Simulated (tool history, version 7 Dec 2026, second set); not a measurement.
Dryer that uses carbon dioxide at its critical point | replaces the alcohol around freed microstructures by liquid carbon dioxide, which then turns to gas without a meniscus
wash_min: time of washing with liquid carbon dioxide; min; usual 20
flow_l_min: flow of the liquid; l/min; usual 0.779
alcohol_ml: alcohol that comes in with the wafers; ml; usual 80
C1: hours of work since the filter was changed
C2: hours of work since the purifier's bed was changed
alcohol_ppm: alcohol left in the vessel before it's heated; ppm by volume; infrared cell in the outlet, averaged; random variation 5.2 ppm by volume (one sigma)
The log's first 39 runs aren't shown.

{"run": 40, "hour": 274.9, "wash_min": 22, "flow_l_min": 1.133, "alcohol_ml": 116, "C1": 147, "C2": 200, "alcohol_ppm": 55}
{"run": 41, "hour": 280.4, "wash_min": 22, "flow_l_min": 1.133, "alcohol_ml": 116, "C1": 148, "C2": 202, "alcohol_ppm": 59}
{"run": 42, "hour": 289.2, "wash_min": 16, "flow_l_min": 0.633, "alcohol_ml": 80, "C1": 151, "C2": 205, "alcohol_ppm": 934}
{"run": 43, "hour": 293.8, "wash_min": 16, "flow_l_min": 0.633, "alcohol_ml": 80, "C1": 153, "C2": 207, "alcohol_ppm": 944}
{"run": 44, "hour": 303.6, "wash_min": 16, "flow_l_min": 0.633, "alcohol_ml": 80, "C1": 156, "C2": 210, "alcohol_ppm": 929}
{"run": 45, "hour": 313.2, "wash_min": 17, "flow_l_min": 1.171, "alcohol_ml": 80, "C1": 159, "C2": 213, "alcohol_ppm": 70}
{"run": 46, "hour": 318.3, "wash_min": 17, "flow_l_min": 1.171, "alcohol_ml": 28, "C1": 161, "C2": 215, "alcohol_ppm": 56}
{"run": 47, "hour": 326.7, "wash_min": 16, "flow_l_min": 0.675, "alcohol_ml": 41, "C1": 164, "C2": 218, "alcohol_ppm": 415}

3 ways to go on from here, each from the tool as it stands after run 47. What would each give?
{"run": "A", "hour": 331.5, "wash_min": 20, "flow_l_min": 0.554, "alcohol_ml": 58, "C1": 165, "C2": 219, "alcohol_ppm": "?"}
{"run": "B", "hour": 331.5, "wash_min": 16, "flow_l_min": 0.944, "alcohol_ml": 71, "C1": 165, "C2": 219, "alcohol_ppm": "?"}
{"run": "C", "hour": 331.5, "wash_min": 19, "flow_l_min": 0.675, "alcohol_ml": 54, "C1": 165, "C2": 219, "alcohol_ppm": "?"}

run=A alcohol_ppm=505
run=B alcohol_ppm=165
run=C alcohol_ppm=273
Without the tool's hidden state the same runs would have given:
run=A alcohol_ppm=393
run=B alcohol_ppm=93
run=C alcohol_ppm=188

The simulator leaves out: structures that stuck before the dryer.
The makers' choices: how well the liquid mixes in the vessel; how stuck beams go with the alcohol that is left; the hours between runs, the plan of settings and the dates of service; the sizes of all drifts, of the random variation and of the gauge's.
